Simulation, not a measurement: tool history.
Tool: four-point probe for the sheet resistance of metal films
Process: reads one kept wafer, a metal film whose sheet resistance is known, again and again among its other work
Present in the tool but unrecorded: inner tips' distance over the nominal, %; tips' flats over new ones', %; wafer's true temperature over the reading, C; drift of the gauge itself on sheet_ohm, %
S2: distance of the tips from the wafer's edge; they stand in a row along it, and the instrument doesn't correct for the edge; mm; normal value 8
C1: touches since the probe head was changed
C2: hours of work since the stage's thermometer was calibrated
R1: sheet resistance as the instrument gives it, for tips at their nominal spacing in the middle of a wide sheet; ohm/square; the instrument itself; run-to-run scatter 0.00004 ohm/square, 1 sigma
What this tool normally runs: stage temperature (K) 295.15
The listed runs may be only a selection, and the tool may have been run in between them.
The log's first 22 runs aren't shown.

{"run": 23, "day": 83.112, "stage temperature (K)": 296.15, "S2": 29, "C1": 21262, "C2": 59, "R1": 0.197571}
{"run": 24, "day": 85.85, "stage temperature (K)": 296.15, "S2": 17, "C1": 23207, "C2": 101, "R1": 0.197882}
{"run": 25, "day": 90.238, "stage temperature (K)": 296.15, "S2": 17, "C1": 26322, "C2": 169, "R1": 0.198031}
{"run": 26, "day": 93.188, "stage temperature (K)": 298.15, "S2": 17, "C1": 28419, "C2": 214, "R1": 0.197871}
{"run": 27, "day": 97.458, "stage temperature (K)": 298.15, "S2": 17, "C1": 31452, "C2": 280, "R1": 0.197883}
{"run": 28, "day": 101.288, "stage temperature (K)": 291.15, "S2": 12, "C1": 34173, "C2": 340, "R1": 0.198868}
{"run": 29, "day": 105.792, "stage temperature (K)": 293.15, "S2": 11, "C1": 37370, "C2": 409, "R1": 0.198989}
{"run": 30, "day": 108.267, "stage temperature (K)": 293.15, "S2": 40, "C1": 39129, "C2": 447, "R1": 0.198183}
{"run": 31, "day": 113.108, "stage temperature (K)": 293.15, "S2": 40, "C1": 42570, "C2": 522, "R1": 0.198328}
{"run": 32, "day": 115.508, "stage temperature (K)": 295.15, "S2": 5, "C1": 44273, "C2": 559, "R1": 0.202241}
{"run": 33, "day": 120.838, "stage temperature (K)": 307.15, "S2": 30, "C1": 48060, "C2": 642, "R1": 0.197283}
{"run": 34, "day": 124.862, "stage temperature (K)": 307.15, "S2": 30, "C1": 50919, "C2": 704, "R1": 0.197452}
{"run": 35, "day": 127.233, "stage temperature (K)": 298.15, "S2": 10, "C1": 52602, "C2": 741, "R1": 0.199063}
{"run": 36, "day": 132.242, "stage temperature (K)": 298.15, "S2": 10, "C1": 56159, "C2": 818, "R1": 0.199207}
{"run": 37, "day": 136.529, "stage temperature (K)": 298.15, "S2": 10, "C1": 59204, "C2": 884, "R1": 0.19919}

Branching from run 37: 3 alternative next runs. What would each branch give?
{"run": "A", "day": 138.7, "stage temperature (K)": 292.15, "S2": 8, "C1": 60747, "C2": 918, "R1": "?"}
{"run": "B", "day": 138.7, "stage temperature (K)": 304.15, "S2": 9, "C1": 60747, "C2": 918, "R1": "?"}
{"run": "C", "day": 138.7, "stage temperature (K)": 302.15, "S2": 4, "C1": 60747, "C2": 918, "R1": "?"}

run=A R1=0.200344
run=B R1=0.198992
run=C R1=0.204317
Stripped of hidden state, with their random variation kept, the same runs would have yielded:
run=A R1=0.199972
run=B R1=0.198619
run=C R1=0.203937
